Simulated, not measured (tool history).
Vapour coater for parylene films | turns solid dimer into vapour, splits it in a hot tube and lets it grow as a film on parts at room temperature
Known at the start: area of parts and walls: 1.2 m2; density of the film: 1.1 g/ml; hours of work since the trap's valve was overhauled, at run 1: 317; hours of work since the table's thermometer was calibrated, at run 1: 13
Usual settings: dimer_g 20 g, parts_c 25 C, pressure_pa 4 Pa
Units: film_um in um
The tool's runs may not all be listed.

| run | hour | dimer_g | parts_c | pressure_pa | hours of work since the trap's valve was overhauled | hours of work since the table's thermometer was calibrated | film_um |
|---|---|---|---|---|---|---|---|
| 1 | 0 | 20 | 25 | 4 | 317 | 13 | 12.04 |
| 2 | 10.2 | 20 | 25 | 4 | 322 | 18 | 11.99 |
| 3 | 25.1 | 20 | 26 | 4 | 328 | 24 | 11.46 |
| 4 | 38 | 20 | 26 | 4 | 333 | 29 | 11.48 |
| 5 | 48.6 | 20 | 26 | 4 | 338 | 34 | 11.41 |
| 6 | 59.1 | 13 | 36 | 4 | 342 | 38 | 4.8 |
| 7 | 79.1 | 13 | 36 | 4 | 351 | 47 | 4.81 |
| 8 | 97.8 | 13 | 36 | 4 | 359 | 55 | 4.8 |
| 9 | 107 | 13 | 25 | 4 | 363 | 58 | 7.79 |
| 10 | 125.8 | 20 | 34 | 9.14 | 371 | 66 | 6.79 |

5 ways to go on from here, each from the tool as it stands after run 10. What would each give?
| A | 136.3 | 23 | 28 | 2.04 | 375 | 71 | ? |
| B | 136.3 | 23 | 25 | 3.7 | 375 | 71 | ? |
| C | 136.3 | 17 | 25 | 4 | 375 | 71 | ? |
| D | 136.3 | 20 | 18 | 4 | 375 | 71 | ? |
| E | 136.3 | 16 | 20 | 2.89 | 375 | 71 | ? |

| run | film_um |
|---|---|
| A | 13.93 |
| B | 14.03 |
| C | 10.2 |
| D | 14.36 |
| E | 11.41 |
Without the tool's hidden state the same runs would have given:
| run | film_um |
|---|---|
| A | 14.29 |
| B | 14.39 |
| C | 10.46 |
| D | 14.85 |
| E | 11.8 |
